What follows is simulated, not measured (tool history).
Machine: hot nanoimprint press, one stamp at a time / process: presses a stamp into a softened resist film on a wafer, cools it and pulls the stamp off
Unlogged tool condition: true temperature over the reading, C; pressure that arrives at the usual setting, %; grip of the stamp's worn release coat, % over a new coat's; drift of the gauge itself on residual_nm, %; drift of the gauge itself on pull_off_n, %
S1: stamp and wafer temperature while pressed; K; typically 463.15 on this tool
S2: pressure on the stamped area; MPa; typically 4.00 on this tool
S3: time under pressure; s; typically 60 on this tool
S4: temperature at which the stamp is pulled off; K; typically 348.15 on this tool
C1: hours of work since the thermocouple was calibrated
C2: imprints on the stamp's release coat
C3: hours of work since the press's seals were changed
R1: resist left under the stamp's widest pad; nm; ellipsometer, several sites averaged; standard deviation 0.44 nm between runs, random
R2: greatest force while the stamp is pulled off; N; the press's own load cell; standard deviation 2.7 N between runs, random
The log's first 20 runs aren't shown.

run,hour,S1,S2,S3,S4,C1,C2,C3,R1,R2
21,172.2,470.15,2.65,35,355.15,164,144,235,122.3,189
22,181.0,463.15,4.92,36,340.15,168,159,239,111.9,241
23,189.2,463.15,2.94,62,348.15,171,172,243,124.1,215
24,195.4,463.15,2.94,62,348.15,174,182,246,124.7,217
25,200.4,463.15,2.94,62,348.15,176,190,248,124.7,211
26,207.9,457.15,4.00,60,348.15,179,203,251,131.5,220
27,216.6,453.15,4.10,60,348.15,183,217,255,147.6,215
28,222.6,454.15,2.62,93,349.15,186,227,258,153.6,212
29,232.3,463.15,4.00,60,335.15,190,243,262,108.5,262
30,236.7,471.15,4.00,60,338.15,192,250,264,80.8,258

Forecast each of these 4 alternatives for the next run:
A,244.5,470.15,4.00,81,348.15,195,263,267,?,?
B,244.5,471.15,2.83,65,343.15,195,263,267,?,?
C,244.5,473.15,2.92,60,352.15,195,263,267,?,?
D,244.5,463.15,2.69,60,353.15,195,263,267,?,?

run,R1,R2
A,75.8,215
B,95.9,241
C,90.2,210
D,130.2,200
Without the tool's unlogged condition, the same runs would have read:
run,R1,R2
A,72.6,198
B,92.4,222
C,86.9,193
D,126.1,183
